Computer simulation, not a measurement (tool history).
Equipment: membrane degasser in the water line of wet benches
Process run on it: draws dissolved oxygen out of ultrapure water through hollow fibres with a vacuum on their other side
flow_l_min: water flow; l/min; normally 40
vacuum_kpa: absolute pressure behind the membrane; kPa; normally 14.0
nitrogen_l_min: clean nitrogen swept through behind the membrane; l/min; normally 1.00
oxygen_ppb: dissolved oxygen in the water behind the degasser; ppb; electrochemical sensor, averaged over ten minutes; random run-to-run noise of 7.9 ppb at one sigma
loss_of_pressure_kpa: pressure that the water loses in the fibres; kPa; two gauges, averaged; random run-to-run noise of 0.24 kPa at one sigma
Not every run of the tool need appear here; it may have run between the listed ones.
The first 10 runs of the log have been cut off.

run    hour  flow_l_min  vacuum_kpa  nitrogen_l_min  oxygen_ppb  loss_of_pressure_kpa
 11  2466.0          40        14.0            1.00       975.3                 70.09
 12  2714.4          40        14.0            1.00       967.4                 70.46
 13  2963.4          40        14.0            1.00       968.9                 70.31
 14  3237.4          40        14.0            1.00       965.4                 70.31
 15  3533.9          40        14.0            1.00       964.6                 70.24
 16  3697.0          40        14.0            1.00       977.3                 70.70
 17  3964.2          25        14.0            1.00       629.9                 44.06
 18  4209.2          25        14.0            1.00       631.0                 44.80
 19  4377.4          33        34.5            1.00      1856.4                 58.49
 20  4637.2          33        34.5            1.00      1833.3                 58.76
 21  4944.7          40        14.0            1.00       999.8                 70.96
 22  5173.0          48        22.3            1.86      1207.9                 85.70
 23  5360.8          49        22.3            1.07      1686.2                 87.07
 24  5502.2          49        22.3            1.07      1700.0                 87.82
 25  5687.9          49        10.0            1.27       815.9                 87.33
 26  5847.5          25        34.7            0.92      1618.7                 44.96
     5997.1  -- vacuum gauge calibrated
 27  6064.2          64        15.3            1.80      1218.9                115.10
 28  6362.9          62        18.1            1.00      1795.6                112.06
 29  6677.8          25        31.9            2.10       808.9                 45.35
 30  6814.8          45        10.7            1.06       836.8                 81.51

For run 31, what comes out?
     6843.5  -- membrane cartridge changed
 31  7019.0          60        12.6            1.75           ?                     ?

{"run 31": {"oxygen_ppb": 885.0, "loss_of_pressure_kpa": 95.8}}
Take away the tool's hidden state, keep the run-to-run variation as it was, and the same run would have given oxygen_ppb 879.0 ppb, loss_of_pressure_kpa 95.68 kPa.

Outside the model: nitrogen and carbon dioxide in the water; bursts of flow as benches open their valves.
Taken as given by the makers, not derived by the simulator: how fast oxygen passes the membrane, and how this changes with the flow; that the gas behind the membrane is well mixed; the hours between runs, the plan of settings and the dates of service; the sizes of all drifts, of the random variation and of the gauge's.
